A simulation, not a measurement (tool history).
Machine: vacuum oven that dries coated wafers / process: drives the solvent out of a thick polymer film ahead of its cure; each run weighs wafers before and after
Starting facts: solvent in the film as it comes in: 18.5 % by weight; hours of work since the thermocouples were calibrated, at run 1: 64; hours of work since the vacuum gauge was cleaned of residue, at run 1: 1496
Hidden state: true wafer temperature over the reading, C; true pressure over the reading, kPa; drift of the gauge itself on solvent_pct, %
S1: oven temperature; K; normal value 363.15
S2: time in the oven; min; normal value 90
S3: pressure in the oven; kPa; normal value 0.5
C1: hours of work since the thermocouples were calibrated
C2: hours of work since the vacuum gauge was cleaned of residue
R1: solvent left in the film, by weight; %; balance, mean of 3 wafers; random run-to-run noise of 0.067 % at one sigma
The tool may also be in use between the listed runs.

{"run": 1, "hour": 0.0, "S1": 363.15, "S2": 90, "S3": 0.5, "C1": 64, "C2": 1496, "R1": 4.47}
{"run": 2, "hour": 54.4, "S1": 363.15, "S2": 90, "S3": 0.5, "C1": 93, "C2": 1525, "R1": 4.41}
{"run": 3, "hour": 98.8, "S1": 363.15, "S2": 90, "S3": 0.5, "C1": 117, "C2": 1548, "R1": 4.53}
{"run": 4, "hour": 129.3, "S1": 363.15, "S2": 124, "S3": 0.5, "C1": 133, "C2": 1565, "R1": 2.89}
{"run": 5, "hour": 176.7, "S1": 363.15, "S2": 124, "S3": 0.5, "C1": 158, "C2": 1590, "R1": 2.76}
{"run": 6, "hour": 234.1, "S1": 363.15, "S2": 124, "S3": 0.5, "C1": 189, "C2": 1621, "R1": 2.88}
{"run": 7, "hour": 270.8, "S1": 363.15, "S2": 90, "S3": 0.5, "C1": 209, "C2": 1641, "R1": 4.42}
{"run": 8, "hour": 323.6, "S1": 363.15, "S2": 94, "S3": 0.5, "C1": 237, "C2": 1669, "R1": 4.2}
{"run": 9, "hour": 393.8, "S1": 363.15, "S2": 107, "S3": 0.5, "C1": 275, "C2": 1706, "R1": 3.6}
{"run": 10, "hour": 460.8, "S1": 363.15, "S2": 90, "S3": 0.5, "C1": 311, "C2": 1742, "R1": 4.58}
{"run": 11, "hour": 495.2, "S1": 363.15, "S2": 90, "S3": 0.5, "C1": 329, "C2": 1761, "R1": 4.43}
{"run": 12, "hour": 554.2, "S1": 356.15, "S2": 90, "S3": 0.5, "C1": 361, "C2": 1792, "R1": 7.4}
{"run": 13, "hour": 621.7, "S1": 356.15, "S2": 90, "S3": 0.5, "C1": 397, "C2": 1828, "R1": 7.35}
{"run": 14, "hour": 670.6, "S1": 349.15, "S2": 107, "S3": 1.205, "C1": 423, "C2": 1855, "R1": 9.43}
{"run": 15, "hour": 707.9, "S1": 378.15, "S2": 107, "S3": 1.205, "C1": 443, "C2": 1875, "R1": 0.38}
{"run": 16, "hour": 743.6, "S1": 378.15, "S2": 107, "S3": 1.205, "C1": 462, "C2": 1894, "R1": 0.41}
{"hour": 751.3, "done": "vacuum gauge cleaned of residue and calibrated"}
{"run": 17, "hour": 802.2, "S1": 378.15, "S2": 107, "S3": 1.205, "C1": 493, "C2": 27, "R1": 0.33}
{"run": 18, "hour": 866.8, "S1": 378.15, "S2": 107, "S3": 1.205, "C1": 527, "C2": 62, "R1": 0.4}
{"run": 19, "hour": 914.3, "S1": 368.15, "S2": 90, "S3": 0.5, "C1": 553, "C2": 87, "R1": 2.78}
{"run": 20, "hour": 977.9, "S1": 373.15, "S2": 65, "S3": 0.5, "C1": 587, "C2": 121, "R1": 2.63}
{"hour": 994.9, "done": "vacuum gauge cleaned of residue and calibrated, once more"}
{"run": 21, "hour": 1011.5, "S1": 373.15, "S2": 65, "S3": 0.5, "C1": 604, "C2": 9, "R1": 2.59}
{"run": 22, "hour": 1047.5, "S1": 373.15, "S2": 47, "S3": 1.356, "C1": 623, "C2": 28, "R1": 4.19}
{"run": 23, "hour": 1114.9, "S1": 376.15, "S2": 103, "S3": 0.381, "C1": 659, "C2": 64, "R1": 0.47}
{"run": 24, "hour": 1149.8, "S1": 350.15, "S2": 49, "S3": 0.5, "C1": 678, "C2": 83, "R1": 12.06}
{"run": 25, "hour": 1215.6, "S1": 350.15, "S2": 161, "S3": 0.751, "C1": 713, "C2": 118, "R1": 6.95}

Subtracting, for every run, the result it would have given without the tool's unlogged condition from the measured result gives the following. The same run-to-run variation enters both numbers; the gauge's scatter may not:
run=1 R1=+0.04
run=2 R1=+0.04
run=3 R1=+0.06
run=4 R1=+0.06
run=5 R1=+0.07
run=6 R1=+0.08
run=7 R1=+0.08
run=8 R1=+0.1
run=9 R1=+0.11
run=10 R1=+0.12
run=11 R1=+0.13
run=12 R1=+0.14
run=13 R1=+0.15
run=14 R1=+0.16
run=15 R1=+0.07
run=16 R1=+0.06
run=17 R1=+0.08
run=18 R1=+0.08
run=19 R1=+0.19
run=20 R1=+0.19
run=21 R1=+0.13
run=22 R1=+0.15
run=23 R1=+0.05
run=24 R1=+0.12
run=25 R1=+0.21
